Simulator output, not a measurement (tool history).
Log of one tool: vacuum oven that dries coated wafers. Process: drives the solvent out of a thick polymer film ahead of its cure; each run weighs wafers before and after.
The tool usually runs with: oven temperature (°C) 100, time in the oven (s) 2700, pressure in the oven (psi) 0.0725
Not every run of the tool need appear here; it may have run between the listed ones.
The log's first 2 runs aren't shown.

run	hour	oven temperature (°C)	time in the oven (s)	pressure in the oven (psi)	solvent left in the film (%)
3	25.1	86	2700	0.0725	4.05
4	37.7	91	2700	0.0725	3.16
5	49.3	100	2700	0.0725	1.87
6	62.2	100	2700	0.0725	1.89
7	71.5	100	2700	0.0725	1.89
# hour 80.6: oven's thermocouples calibrated
8	82.8	100	2700	0.1688	1.98
9	97.9	92	2700	0.0725	2.80
10	115.0	92	2700	0.0725	2.83
11	132.7	100	2700	0.0725	1.70
12	142.5	100	2700	0.0725	1.70
13	160.2	100	2700	0.0725	1.71
14	175.1	100	2700	0.0725	1.70
15	183.6	100	2280	0.0725	2.24
16	202.2	100	2700	0.1030	1.80
17	211.9	85	2700	0.1030	4.11
18	220.2	85	2700	0.1030	4.14
19	233.8	100	2700	0.0725	1.75
20	253.0	100	2700	0.1403	1.93
21	269.2	100	2700	0.1403	1.97
22	288.3	100	2700	0.0725	1.76
23	303.0	100	3960	0.0725	0.88
24	316.3	100	3960	0.0725	0.91
25	333.4	110	2700	0.2454	1.20
26	351.4	85	2700	0.1027	4.18
27	364.3	85	2700	0.1027	4.22

Run 28 comes next. What will it give?
28	382.7	100	1800	0.1636	?

Run 28 measured solvent left in the film (%) 3.33.
Without the tool's hidden state the same run would have given solvent left in the film (%) 3.14.
